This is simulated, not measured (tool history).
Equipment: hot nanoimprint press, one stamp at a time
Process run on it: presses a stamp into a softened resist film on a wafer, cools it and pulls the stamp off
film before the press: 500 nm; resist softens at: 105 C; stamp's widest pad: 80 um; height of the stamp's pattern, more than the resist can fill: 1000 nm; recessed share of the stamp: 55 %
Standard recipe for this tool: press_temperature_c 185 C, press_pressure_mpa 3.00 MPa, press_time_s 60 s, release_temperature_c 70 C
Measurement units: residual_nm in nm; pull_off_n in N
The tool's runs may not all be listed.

run	hour	press_temperature_c	press_pressure_mpa	press_time_s	release_temperature_c	residual_nm	pull_off_n
1	0.0	185	3.00	60	70	176.6	98
# hour 11.2: plate thermocouple calibrated
2	34.7	185	3.00	60	70	174.0	104
3	83.5	185	3.00	60	70	174.1	109
4	122.6	185	4.26	60	70	141.0	105
5	145.5	185	4.26	60	70	142.0	110
6	175.5	185	3.00	60	70	171.6	108
7	209.2	185	3.00	60	70	173.7	111
# hour 223.5: plate thermocouple calibrated, once more
8	256.6	185	3.00	60	70	189.0	120
9	281.6	185	3.00	60	70	187.3	119
10	303.2	185	3.00	60	70	187.4	119
# hour 322.1: stamp cleaned and given a new release coat
11	337.5	185	3.13	60	70	183.2	92
12	385.7	185	3.00	60	70	186.8	97
13	418.5	185	3.00	60	70	184.5	102
14	462.0	185	3.00	60	70	187.1	105
15	492.4	185	3.00	60	70	185.3	102
16	533.7	185	3.24	68	61	169.5	130
17	555.6	187	3.00	51	70	182.3	110
18	603.7	187	3.00	51	70	181.0	109
19	642.0	185	4.52	38	72	175.0	106
20	664.5	185	3.03	38	64	217.2	127
21	694.0	185	3.03	38	64	215.0	129
22	745.1	186	3.00	60	60	176.5	140
23	777.9	174	2.16	84	72	297.6	114
# hour 791.8: stamp cleaned and given a new release coat
24	827.9	190	2.55	31	59	210.1	119

Forecast run 25:
25	853.1	190	2.55	50	59	?	?

Run 25 measured residual_nm 178.7 nm, pull_off_n 123 N.
Had the tool carried no hidden state, the very same run would have given residual_nm 183.4 nm, pull_off_n 121 N.

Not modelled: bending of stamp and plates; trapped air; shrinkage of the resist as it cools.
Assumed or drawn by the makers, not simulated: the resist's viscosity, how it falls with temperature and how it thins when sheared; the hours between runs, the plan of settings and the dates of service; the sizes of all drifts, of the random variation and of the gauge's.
